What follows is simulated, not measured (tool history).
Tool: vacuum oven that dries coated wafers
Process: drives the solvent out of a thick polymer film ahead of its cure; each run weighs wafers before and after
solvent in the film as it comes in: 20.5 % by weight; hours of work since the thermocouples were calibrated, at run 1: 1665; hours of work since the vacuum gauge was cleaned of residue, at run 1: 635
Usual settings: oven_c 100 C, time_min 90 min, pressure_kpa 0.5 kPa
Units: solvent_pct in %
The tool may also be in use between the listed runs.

run	hour	oven_c	time_min	pressure_kpa	hours of work since the thermocouples were calibrated	hours of work since the vacuum gauge was cleaned of residue	solvent_pct
1	0	100	90	0.5	1665	635	3.86
2	49.5	100	90	0.5	1701	671	3.93
3	85.6	100	90	0.5	1727	697	3.93
# hour 135.8: oven's thermocouples calibrated
4	138.1	100	90	0.5	2	734	3.14
5	164.4	100	90	0.5	21	753	3.09
6	196.1	100	90	0.5	44	776	3.23
7	228.7	105	90	0.5	67	800	2.06
8	260.3	105	90	0.5	91	823	2.1
9	314.5	105	90	0.5	130	862	2.2
10	368.6	105	90	0.5	169	902	2.13
11	409.6	105	90	0.5	199	931	2.19
12	441.5	110	90	0.5	222	955	1.35
13	475.3	100	90	0.931	247	979	3.84
14	509.3	100	47	0.5	272	1004	6.84
15	562.4	99	90	0.5	310	1042	3.67
16	598.4	99	90	0.5	336	1069	3.63
17	660.6	100	47	0.5	382	1114	6.89
18	707.8	100	90	0.5	416	1148	3.42
19	763.8	100	90	0.5	457	1189	3.46
20	822.8	100	90	0.777	500	1232	3.75
21	874.5	100	90	0.777	537	1269	3.91
22	926.4	100	90	0.5	575	1307	3.54
23	986.4	100	90	0.5	618	1351	3.6
24	1019.9	100	90	0.5	643	1375	3.58
25	1059.7	91	101	0.584	672	1404	5.99
26	1095.7	100	131	0.508	698	1430	2.25
27	1122.7	100	131	0.508	718	1450	2.35
28	1183.4	104	131	0.508	762	1494	1.61
29	1215	100	60	1.693	785	1517	6.9
30	1242.2	93	105	1.71	805	1537	6.44
31	1286.7	104	104	0.534	837	1569	2.28
32	1322	100	90	1.153	863	1595	4.37
33	1379	111	90	1.428	904	1636	2.24
34	1411.1	111	90	1.428	927	1660	2.19
35	1437.5	111	113	1.428	947	1679	1.99
36	1471.5	96	80	0.5	971	1704	5.71
37	1507.9	105	115	0.418	998	1730	1.85
38	1534.6	98	124	0.379	1017	1749	2.86
39	1593.4	112	90	0.355	1060	1792	1.37

The next listed run, before its measurement:
40	1647.5	97	110	0.425	1099	1832	?

{"run 40": {"solvent_pct": 3.7}}
Without the tool's hidden state the same run would have given solvent_pct 2.74 %.
